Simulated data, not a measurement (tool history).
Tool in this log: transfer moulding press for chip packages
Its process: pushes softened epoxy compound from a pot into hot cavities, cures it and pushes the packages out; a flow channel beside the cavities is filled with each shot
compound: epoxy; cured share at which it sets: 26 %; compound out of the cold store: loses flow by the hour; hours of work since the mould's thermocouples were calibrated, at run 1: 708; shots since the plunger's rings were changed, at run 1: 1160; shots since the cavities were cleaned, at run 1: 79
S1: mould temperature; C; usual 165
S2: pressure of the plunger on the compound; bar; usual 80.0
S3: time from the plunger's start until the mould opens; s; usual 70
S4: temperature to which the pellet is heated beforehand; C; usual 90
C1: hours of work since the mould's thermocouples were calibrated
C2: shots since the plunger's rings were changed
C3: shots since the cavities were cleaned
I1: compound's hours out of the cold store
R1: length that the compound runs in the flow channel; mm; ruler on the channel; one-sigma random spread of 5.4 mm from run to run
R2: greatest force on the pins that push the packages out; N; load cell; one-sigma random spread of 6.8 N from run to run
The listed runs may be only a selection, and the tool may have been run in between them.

Run 1, hour 0.0: usual settings; C1 708; C2 1160; C3 79; I1 16.9. Result: R1 678 mm, R2 274 N.
At hour 28.4: cavities cleaned with cleaning compound and waxed.
Run 2, hour 51.9: usual settings; C1 747; C2 2050; C3 415; I1 15.9. Result: R1 694 mm, R2 275 N.
At hour 64.9: cavities cleaned with cleaning compound and waxed.
At hour 102.3: cavities cleaned with cleaning compound and waxed.
Run 3, hour 120.3: usual settings; C1 799; C2 3204; C3 317; I1 9.7. Result: R1 714 mm, R2 271 N.
At hour 135.4: cavities cleaned with cleaning compound and waxed.
At hour 152.2: mould's thermocouples calibrated.
At hour 164.9: plunger's sealing rings changed.
At hour 172.3: cavities cleaned with cleaning compound and waxed.
Run 4, hour 181.3: usual settings but S4 96 C; C1 20; C2 263; C3 159; I1 42.1. Result: R1 579 mm, R2 250 N.
At hour 207.3: cavities cleaned with cleaning compound and waxed.
Run 5, hour 220.8: usual settings but S3 92 s; C1 50; C2 935; C3 239; I1 23.3. Result: R1 650 mm, R2 239 N.
At hour 245.7: cavities cleaned with cleaning compound and waxed.
Run 6, hour 262.6: usual settings but S1 162 C; C1 81; C2 1647; C3 300; I1 38.3. Result: R1 604 mm, R2 315 N.
At hour 283.1: cavities cleaned with cleaning compound and waxed.
At hour 320.7: cavities cleaned with cleaning compound and waxed.
Run 7, hour 323.4: usual settings but S1 162 C; C1 127; C2 2667; C3 47; I1 45.8. Result: R1 580 mm, R2 302 N.
At hour 358.2: cavities cleaned with cleaning compound and waxed.
Run 8, hour 376.8: usual settings but S1 162 C; C1 168; C2 3584; C3 329; I1 9.2. Result: R1 723 mm, R2 318 N.
At hour 395.4: plunger's sealing rings changed.
At hour 396.9: cavities cleaned with cleaning compound and waxed.
Run 9, hour 425.8: usual settings; C1 203; C2 511; C3 511; I1 41.1. Result: R1 593 mm, R2 259 N.
At hour 433.9: cavities cleaned with cleaning compound and waxed.
At hour 467.2: cavities cleaned with cleaning compound and waxed.
Run 10, hour 472.5: usual settings; C1 237; C2 1282; C3 93; I1 46.2. Result: R1 575 mm, R2 276 N.
At hour 501.3: cavities cleaned with cleaning compound and waxed.
Run 11, hour 508.1: usual settings; C1 264; C2 1884; C3 121; I1 46.6. Result: R1 561 mm, R2 271 N.
At hour 534.4: cavities cleaned with cleaning compound and waxed.
Run 12, hour 552.9: usual settings; C1 298; C2 2648; C3 325; I1 18.2. Result: R1 682 mm, R2 267 N.
At hour 568.7: cavities cleaned with cleaning compound and waxed.
At hour 604.4: cavities cleaned with cleaning compound and waxed.
Run 13, hour 609.0: usual settings but S2 90.6 bar, S3 59 s; C1 340; C2 3586; C3 81; I1 42.1. Result: R1 613 mm, R2 330 N.
At hour 630.0: plunger's sealing rings changed.
At hour 643.9: cavities cleaned with cleaning compound and waxed.
Run 14, hour 648.6: usual settings but S2 99.4 bar, S3 59 s; C1 368; C2 302; C3 84; I1 9.5. Result: R1 805 mm, R2 354 N.
At hour 677.4: cavities cleaned with cleaning compound and waxed.
Run 15, hour 703.6: usual settings but S1 164 C, S3 92 s; C1 410; C2 1247; C3 463; I1 8.0. Result: R1 730 mm, R2 246 N.
At hour 715.1: cavities cleaned with cleaning compound and waxed.
At hour 749.1: cavities cleaned with cleaning compound and waxed.
Run 16, hour 750.0: usual settings but S1 164 C, S3 92 s; C1 444; C2 2014; C3 16; I1 40.9. Result: R1 591 mm, R2 246 N.
At hour 786.8: cavities cleaned with cleaning compound and waxed.
Run 17, hour 814.2: usual settings but S3 104 s; C1 494; C2 3120; C3 484; I1 13.5. Result: R1 701 mm, R2 232 N.
At hour 821.9: cavities cleaned with cleaning compound and waxed.
At hour 854.2: cavities cleaned with cleaning compound and waxed.
At hour 862.6: plunger's sealing rings changed.
Run 18, hour 881.5: usual settings but S3 104 s; C1 542; C2 332; C3 438; I1 38.8. Result: R1 603 mm, R2 239 N.
At hour 890.3: cavities cleaned with cleaning compound and waxed.
At hour 926.9: cavities cleaned with cleaning compound and waxed.
Run 19, hour 934.8: usual settings but S3 61 s; C1 582; C2 1221; C3 140; I1 39.4. Result: R1 599 mm, R2 317 N.
At hour 961.4: cavities cleaned with cleaning compound and waxed.
Run 20, hour 981.1: usual settings but S2 93.3 bar, S3 91 s; C1 617; C2 2013; C3 349; I1 40.7. Result: R1 632 mm, R2 245 N.
At hour 997.6: cavities cleaned with cleaning compound and waxed.
At hour 1030.2: cavities cleaned with cleaning compound and waxed.
Run 21, hour 1030.6: usual settings but S1 166 C, S2 73.2 bar, S3 80 s, S4 92 C; C1 654; C2 2833; C3 6; I1 12.4. Result: R1 670 mm, R2 241 N.
At hour 1063.9: cavities cleaned with cleaning compound and waxed.
At hour 1096.8: plunger's sealing rings changed.
At hour 1099.8: cavities cleaned with cleaning compound and waxed.
Run 22, hour 1099.8: usual settings but S1 170 C, S2 92.8 bar, S3 81 s, S4 91 C; C1 704; C2 27; C3 0; I1 37.2. Result: R1 634 mm, R2 229 N.
At hour 1134.7: cavities cleaned with cleaning compound and waxed.
Run 23, hour 1152.5: usual settings but S1 166 C, S2 90.7 bar, S3 81 s, S4 86 C; C1 744; C2 931; C3 313; I1 47.7. Result: R1 602 mm, R2 227 N.
At hour 1170.0: cavities cleaned with cleaning compound and waxed.
At hour 1205.8: cavities cleaned with cleaning compound and waxed.
Run 24, hour 1236.0: usual settings but S2 73.1 bar, S4 82 C; C1 807; C2 2354; C3 535; I1 21.2. Result: R1 638 mm, R2 284 N.

Predict each of these 4 candidate next runs independently; none follows another, all start after run 24:
At hour 1240.9: cavities cleaned with cleaning compound and waxed.
At hour 1258.0: mould's thermocouples calibrated.
At hour 1279.9: cavities cleaned with cleaning compound and waxed.
Run A, hour 1283.7: usual settings but S1 169 C, S2 73.1 bar, S3 94 s, S4 86 C; C1 19; C2 3108; C3 68; I1 44.0. Result: R1 ?, R2 ?.
At hour 1240.9: cavities cleaned with cleaning compound and waxed.
At hour 1258.0: mould's thermocouples calibrated.
At hour 1279.9: cavities cleaned with cleaning compound and waxed.
Run B, hour 1283.7: usual settings but S2 69.1 bar, S3 51 s, S4 97 C; C1 19; C2 3108; C3 68; I1 13.8. Result: R1 ?, R2 ?.
At hour 1240.9: cavities cleaned with cleaning compound and waxed.
At hour 1258.0: mould's thermocouples calibrated.
At hour 1279.9: cavities cleaned with cleaning compound and waxed.
Run C, hour 1283.7: usual settings but S1 161 C, S2 89.1 bar, S3 86 s, S4 82 C; C1 19; C2 3108; C3 68; I1 38.2. Result: R1 ?, R2 ?.
At hour 1240.9: cavities cleaned with cleaning compound and waxed.
At hour 1258.0: mould's thermocouples calibrated.
At hour 1279.9: cavities cleaned with cleaning compound and waxed.
Run D, hour 1283.7: usual settings but S1 173 C, S3 58 s, S4 81 C; C1 19; C2 3108; C3 68; I1 14.7. Result: R1 ?, R2 ?.

run   R1   R2
  A  553  245
  B  651  489
  C  651  252
  D  678  259
Stripped of hidden state, with their random variation kept, the same runs would have yielded:
run   R1   R2
  A  554  245
  B  651  488
  C  651  252
  D  679  258
